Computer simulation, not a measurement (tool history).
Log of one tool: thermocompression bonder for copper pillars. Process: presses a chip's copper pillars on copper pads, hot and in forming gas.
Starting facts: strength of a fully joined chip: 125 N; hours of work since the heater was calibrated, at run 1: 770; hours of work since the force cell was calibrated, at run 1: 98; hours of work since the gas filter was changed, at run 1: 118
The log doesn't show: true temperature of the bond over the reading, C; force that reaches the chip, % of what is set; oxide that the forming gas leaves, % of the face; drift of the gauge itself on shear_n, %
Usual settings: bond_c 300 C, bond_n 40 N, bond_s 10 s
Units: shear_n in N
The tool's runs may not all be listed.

run   hour  bond_c  bond_n  bond_s  hours of work since the heater was calibrated  hours of work since the force cell was calibrated  hours of work since the gas filter was changed  shear_n
  1    0.0     300      40      10                                            770                                                 98                                             118     62.2
  2   13.8     300      40      10                                            780                                                109                                             128     62.6
  3   26.2     300      40      10                                            790                                                118                                             138     62.9
  4   45.7     300      40      10                                            804                                                132                                             152     62.6
  5   63.1     300      40       7                                            817                                                145                                             165     55.4
  6   76.9     300      47      10                                            827                                                156                                             176     71.3
  7   95.1     312      40      10                                            841                                                169                                             189     68.8
  8  103.7     300      40      10                                            847                                                176                                             196     62.8
     116.2  -- forming gas filter changed
  9  119.4     300      40      10                                            859                                                187                                               2     62.4
 10  129.0     300      49      10                                            866                                                194                                              10     73.6
 11  138.6     300      49      18                                            873                                                202                                              17     87.0
 12  150.7     300      49      18                                            882                                                211                                              26     87.2
 13  158.8     300      49      18                                            888                                                217                                              32     87.6
 14  174.2     300      49      18                                            900                                                228                                              43     87.2
 15  193.8     300      40      20                                            915                                                243                                              58     77.9
 16  203.0     300      40      20                                            921                                                250                                              65     78.3
 17  216.5     326      40      20                                            931                                                260                                              75     91.4
 18  226.8     326      40      20                                            939                                                268                                              83     90.9
 19  236.1     300      40      10                                            946                                                275                                              90     62.2
 20  254.7     300      38      10                                            960                                                288                                             104     60.0
 21  268.4     300      38      10                                            970                                                299                                             114     60.0
 22  283.4     300      38      10                                            981                                                310                                             125     59.9
 23  295.1     300      36       7                                            990                                                319                                             134     49.8
 24  313.0     300      36       7                                           1004                                                332                                             147     50.2
 25  332.4     323      28      10                                           1018                                                347                                             162     54.8
 26  343.8     330      40      10                                           1027                                                355                                             170     77.2
 27  357.9     287      53      14                                           1037                                                366                                             181     78.7
 28  372.8     295      44      12                                           1048                                                377                                             192     69.1
 29  386.1     302      25      12                                           1058                                                387                                             202     44.0
     390.7  -- forming gas filter changed
 30  402.1     302      35      10                                           1070                                                398                                               9     56.6
 31  420.5     300      43      10                                           1084                                                412                                              22     66.5
 32  433.9     283      33      10                                           1094                                                422                                              32     44.9
 33  447.1     300      29      10                                           1104                                                432                                              42     46.6
 34  466.1     296      29       8                                           1118                                                446                                              56     41.0
 35  474.8     296      29       8                                           1124                                                453                                              63     40.9
 36  486.7     318      47      12                                           1133                                                462                                              72     85.6
 37  502.7     318      47      12                                           1145                                                474                                              84     84.8
 38  516.7     327      50      12                                           1156                                                484                                              94     92.1
 39  535.2     327      50      12                                           1169                                                498                                             108     93.0
 40  552.6     327      50      12                                           1182                                                511                                             121     92.6

Hidden state at the last listed run before each entry between runs and at the first one after, where it differs:
Logged between run 8 and run 9: forming gas filter changed (hour 116.2)
  oxide that the forming gas leaves, % of the face: 0.64 -> 0.51
Logged between run 29 and run 30: forming gas filter changed (hour 390.7)
  oxide that the forming gas leaves, % of the face: 0.64 -> 0.51
